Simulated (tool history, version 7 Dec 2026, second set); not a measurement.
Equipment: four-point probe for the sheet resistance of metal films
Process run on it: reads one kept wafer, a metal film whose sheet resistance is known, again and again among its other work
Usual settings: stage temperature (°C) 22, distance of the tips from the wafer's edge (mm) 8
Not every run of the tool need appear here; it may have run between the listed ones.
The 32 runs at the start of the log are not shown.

| run | hour | stage temperature (°C) | distance of the tips from the wafer's edge (mm) | touches since the probe head was changed | hours of work since the stage's thermometer was calibrated | sheet resistance as the instrument gives it (ohm/square) |
|---|---|---|---|---|---|---|
| 33 | 777.1 | 25 | 13 | 16040 | 169 | 0.034113 |
| 34 | 812 | 20 | 17 | 16641 | 184 | 0.034012 |
| 35 | 843.3 | 24 | 6 | 17180 | 197 | 0.0345 |
| 36 | 872.1 | 28 | 27 | 17678 | 210 | 0.034053 |
| 37 | 893.6 | 27 | 8 | 18048 | 219 | 0.03431 |
| 38 | 925.8 | 20 | 64 | 18604 | 233 | 0.033953 |
| 39 | 956.3 | 20 | 64 | 19129 | 246 | 0.033955 |
| 40 | 987 | 31 | 46 | 19659 | 260 | 0.034069 |
| 41 | 1002 | 24 | 26 | 19918 | 266 | 0.034018 |
| 42 | 1025.7 | 27 | 69 | 20327 | 277 | 0.034021 |
| 43 | 1043.4 | 27 | 69 | 20632 | 284 | 0.034021 |
| 44 | 1069.3 | 27 | 69 | 21079 | 296 | 0.034028 |

Branching from run 44: 5 alternative next runs. What would each branch give?
| A | 1104.6 | 34 | 7 | 21687 | 311 | ? |
| B | 1104.6 | 19 | 4 | 21687 | 311 | ? |
| C | 1104.6 | 26 | 33 | 21687 | 311 | ? |
| D | 1104.6 | 19 | 4 | 21687 | 311 | ? |
| E | 1104.6 | 22 | 6 | 21687 | 311 | ? |

| run | sheet resistance as the instrument gives it (ohm/square) |
|---|---|
| A | 0.034456 |
| B | 0.035048 |
| C | 0.034034 |
| D | 0.035062 |
| E | 0.034483 |
Without the tool's unlogged condition, the same runs would have read:
| run | sheet resistance as the instrument gives it (ohm/square) |
|---|---|
| A | 0.034471 |
| B | 0.035062 |
| C | 0.034048 |
| D | 0.035077 |
| E | 0.034497 |
